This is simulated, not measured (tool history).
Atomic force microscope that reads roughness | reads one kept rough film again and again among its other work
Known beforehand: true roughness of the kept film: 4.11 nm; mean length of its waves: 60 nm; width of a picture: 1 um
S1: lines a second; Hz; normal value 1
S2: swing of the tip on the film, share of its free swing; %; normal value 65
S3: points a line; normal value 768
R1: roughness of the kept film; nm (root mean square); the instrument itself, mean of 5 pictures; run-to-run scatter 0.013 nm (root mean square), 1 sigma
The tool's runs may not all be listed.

run,hour,S1,S2,S3,R1
1,0,1,65,768,3.571
2,8.9,1,65,768,3.575
3,17.7,1,65,619,3.568
4,28.1,1,65,619,3.568
# hour 35: new tip fitted
5,38.6,1,65,619,3.809
6,48.1,1,71,768,3.693
7,60.1,1,71,477,3.699
8,72,1,68,768,3.699
9,82,1,68,768,3.7
10,88.3,1,68,768,3.688
11,95.3,0.72,65,768,3.746
12,107.6,0.72,65,768,3.731
13,112.9,1,65,768,3.698
14,118.7,0.57,79,368,3.637
15,128.5,0.63,65,318,3.733
16,138.5,0.77,78,328,3.564
17,148.8,0.77,78,328,3.547
18,154.4,0.77,83,569,3.474
19,164.2,0.77,83,569,3.467
20,171.6,0.77,83,569,3.462
21,179.7,1.29,65,768,3.554
22,186.1,1.57,65,328,3.511
23,197.8,1,63,516,3.59
24,209.6,1,63,516,3.608
# hour 216.5: new tip fitted
25,222.1,1,63,516,3.783
26,231.1,2.36,75,516,3.328

What if the next run were any one of these 3? Each begins from the tool's condition after run 26:
A,242.2,1,73,768,?
B,242.2,0.86,75,516,?
C,242.2,1.31,87,613,?

run,R1
A,3.669
B,3.665
C,3.328
Without the tool's unlogged condition, the same runs would have read:
run,R1
A,3.687
B,3.683
C,3.344
